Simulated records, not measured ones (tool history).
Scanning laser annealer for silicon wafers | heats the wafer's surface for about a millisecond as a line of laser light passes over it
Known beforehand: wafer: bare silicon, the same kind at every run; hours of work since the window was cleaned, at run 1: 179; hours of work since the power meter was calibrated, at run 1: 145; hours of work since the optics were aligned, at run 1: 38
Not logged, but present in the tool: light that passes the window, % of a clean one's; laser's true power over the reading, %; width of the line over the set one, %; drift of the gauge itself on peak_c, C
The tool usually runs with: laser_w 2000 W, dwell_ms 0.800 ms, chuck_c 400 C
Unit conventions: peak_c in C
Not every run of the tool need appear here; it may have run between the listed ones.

| run | hour | laser_w | dwell_ms | chuck_c | hours of work since the window was cleaned | hours of work since the power meter was calibrated | hours of work since the optics were aligned | peak_c |
|---|---|---|---|---|---|---|---|---|
| 1 | 0.0 | 2000 | 0.800 | 400 | 179 | 145 | 38 | 1183 |
| 2 | 12.4 | 2000 | 0.800 | 412 | 186 | 152 | 45 | 1196 |
| 3 | 24.4 | 2000 | 0.728 | 400 | 192 | 158 | 52 | 1143 |
| 4 | 34.8 | 2000 | 0.728 | 400 | 198 | 164 | 57 | 1142 |
| 5 | 44.1 | 2000 | 0.728 | 400 | 203 | 169 | 63 | 1146 |
| 6 | 50.8 | 2000 | 0.851 | 400 | 207 | 173 | 66 | 1208 |
| 7 | 58.1 | 2000 | 0.851 | 400 | 211 | 177 | 71 | 1205 |
| 8 | 69.1 | 2000 | 0.903 | 400 | 217 | 183 | 77 | 1232 |
| 9 | 77.9 | 2000 | 0.903 | 400 | 222 | 188 | 82 | 1231 |
| 10 | 87.5 | 1858 | 0.898 | 404 | 228 | 194 | 87 | 1158 |
|  | 91.8 | laser's power meter calibrated |
| 11 | 97.0 | 1969 | 0.623 | 400 | 231 | 3 | 91 | 1068 |
| 12 | 108.0 | 1969 | 0.623 | 400 | 238 | 9 | 97 | 1068 |
| 13 | 118.6 | 1877 | 0.940 | 376 | 243 | 15 | 103 | 1158 |
| 14 | 128.5 | 1877 | 0.940 | 376 | 249 | 21 | 108 | 1157 |
| 15 | 134.9 | 1815 | 0.940 | 381 | 253 | 24 | 112 | 1130 |
| 16 | 143.9 | 1815 | 0.940 | 381 | 258 | 29 | 117 | 1129 |
| 17 | 155.6 | 1815 | 0.940 | 381 | 264 | 36 | 123 | 1127 |
|  | 172.4 | laser's power meter calibrated, once more |
| 18 | 172.5 | 2000 | 0.800 | 412 | 272 | 0 | 131 | 1183 |

Subtracting, for every run, the result it would have given without the tool's unlogged condition from the measured result gives the following. The same run-to-run variation enters both numbers; the gauge's scatter may not:
| run | peak_c |
|---|---|
| 1 | -22 |
| 2 | -23 |
| 3 | -23 |
| 4 | -24 |
| 5 | -24 |
| 6 | -27 |
| 7 | -28 |
| 8 | -29 |
| 9 | -30 |
| 10 | -28 |
| 11 | -26 |
| 12 | -26 |
| 13 | -31 |
| 14 | -32 |
| 15 | -31 |
| 16 | -32 |
| 17 | -32 |
| 18 | -36 |
